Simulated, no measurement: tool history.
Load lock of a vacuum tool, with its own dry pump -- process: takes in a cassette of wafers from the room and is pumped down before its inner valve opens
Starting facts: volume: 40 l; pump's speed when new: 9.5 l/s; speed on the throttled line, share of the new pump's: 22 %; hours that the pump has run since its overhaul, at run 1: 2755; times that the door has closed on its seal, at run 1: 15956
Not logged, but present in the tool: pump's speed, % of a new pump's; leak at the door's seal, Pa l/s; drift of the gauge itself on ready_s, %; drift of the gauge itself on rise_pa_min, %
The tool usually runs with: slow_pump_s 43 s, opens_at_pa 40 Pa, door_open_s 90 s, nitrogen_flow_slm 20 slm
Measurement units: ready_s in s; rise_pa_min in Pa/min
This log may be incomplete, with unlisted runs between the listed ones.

| run | day | slow_pump_s | opens_at_pa | door_open_s | nitrogen_flow_slm | hours that the pump has run since its overhaul | times that the door has closed on its seal | incoming humidity of the room's air, % | ready_s | rise_pa_min |
|---|---|---|---|---|---|---|---|---|---|---|
| 1 | 0.000 | 43 | 40 | 90 | 20 | 2755 | 15956 | 43.0 | 67.6 | 0.099 |
| 2 | 22.912 | 43 | 40 | 44 | 20 | 3305 | 16559 | 43.3 | 67.5 | 0.093 |
| 3 | 32.717 | 43 | 40 | 180 | 20 | 3540 | 16817 | 45.2 | 67.6 | 0.120 |
| 4 | 53.842 | 43 | 40 | 180 | 20 | 4047 | 17372 | 45.3 | 67.6 | 0.124 |
| 5 | 75.612 | 43 | 40 | 180 | 20 | 4569 | 17945 | 43.3 | 67.9 | 0.133 |
| 6 | 97.512 | 43 | 40 | 96 | 20 | 5095 | 18521 | 45.9 | 68.0 | 0.126 |
| 7 | 116.188 | 37 | 49 | 33 | 5 | 5543 | 19012 | 45.5 | 62.6 | 0.127 |
| 8 | 139.854 | 37 | 49 | 33 | 5 | 6111 | 19634 | 44.0 | 62.6 | 0.131 |
| 9 | 162.300 | 29 | 40 | 90 | 40 | 6650 | 20225 | 44.4 | 57.9 | 0.131 |
| 10 | 183.612 | 29 | 40 | 90 | 40 | 7162 | 20785 | 45.7 | 58.2 | 0.140 |

Alternative continuations, all from the tool just after run 10; predict every row:
| A | 200.142 | 49 | 64 | 26 | 20 | 7558 | 21220 | 47.1 | ? | ? |
| B | 200.142 | 45 | 40 | 42 | 34 | 7558 | 21220 | 42.7 | ? | ? |
| C | 200.142 | 65 | 39 | 90 | 6 | 7558 | 21220 | 44.7 | ? | ? |
| D | 200.142 | 51 | 40 | 218 | 20 | 7558 | 21220 | 43.0 | ? | ? |

| run | ready_s | rise_pa_min |
|---|---|---|
| A | 71.1 | 0.130 |
| B | 70.0 | 0.133 |
| C | 85.2 | 0.167 |
| D | 75.0 | 0.156 |
Without the tool's unlogged condition, the same runs would have read:
| run | ready_s | rise_pa_min |
|---|---|---|
| A | 69.1 | 0.012 |
| B | 67.7 | 0.013 |
| C | 83.4 | 0.047 |
| D | 72.9 | 0.037 |
